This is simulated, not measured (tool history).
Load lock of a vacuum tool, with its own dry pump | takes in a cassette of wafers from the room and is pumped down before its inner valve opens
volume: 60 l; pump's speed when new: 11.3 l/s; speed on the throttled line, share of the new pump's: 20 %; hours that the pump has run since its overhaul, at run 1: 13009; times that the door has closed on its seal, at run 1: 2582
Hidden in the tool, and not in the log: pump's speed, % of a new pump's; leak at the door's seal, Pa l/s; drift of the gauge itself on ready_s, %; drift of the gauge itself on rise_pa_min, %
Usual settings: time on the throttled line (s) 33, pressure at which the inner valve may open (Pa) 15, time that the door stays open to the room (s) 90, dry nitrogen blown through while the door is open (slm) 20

run,hour,time on the throttled line (s),pressure at which the inner valve may open (Pa),time that the door stays open to the room (s),dry nitrogen blown through while the door is open (slm),hours that the pump has run since its overhaul,times that the door has closed on its seal,"incoming humidity of the room's air, %",time from the closed door until the inner valve may open (s),rise of the pressure with all valves shut (Pa/min)
1,0.0,33,15,90,20,13009,2582,47.2,78.2,0.060
2,198.9,33,15,90,20,13208,3415,48.7,77.4,0.065
3,375.7,33,15,90,20,13385,4156,44.1,78.3,0.064
4,721.6,33,19,90,20,13731,5606,47.0,77.6,0.069
5,1026.0,33,19,90,20,14035,6882,42.9,77.4,0.067
6,1199.5,33,19,90,20,14209,7609,46.8,77.4,0.074
7,1469.4,33,19,90,20,14478,8740,43.3,77.4,0.077
8,1681.2,33,19,90,20,14690,9628,43.1,77.5,0.080
9,1996.4,17,24,90,20,15005,10949,44.7,64.5,0.086
10,2300.0,36,15,90,38,15309,12221,41.4,81.7,0.075
11,2522.3,54,15,155,20,15531,13153,46.6,95.6,0.111
12,2690.0,46,15,90,8,15699,13856,42.9,88.9,0.114
13,2942.9,48,15,90,20,15952,14916,42.5,91.4,0.110

Forecast run 14:
14,3096.2,48,15,90,20,16105,15558,46.2,?,?

Run 14 gave time from the closed door until the inner valve may open (s) 91.7, rise of the pressure with all valves shut (Pa/min) 0.116.
Without the tool's hidden state the same run would have given time from the closed door until the inner valve may open (s) 85.7, rise of the pressure with all valves shut (Pa/min) 0.054.
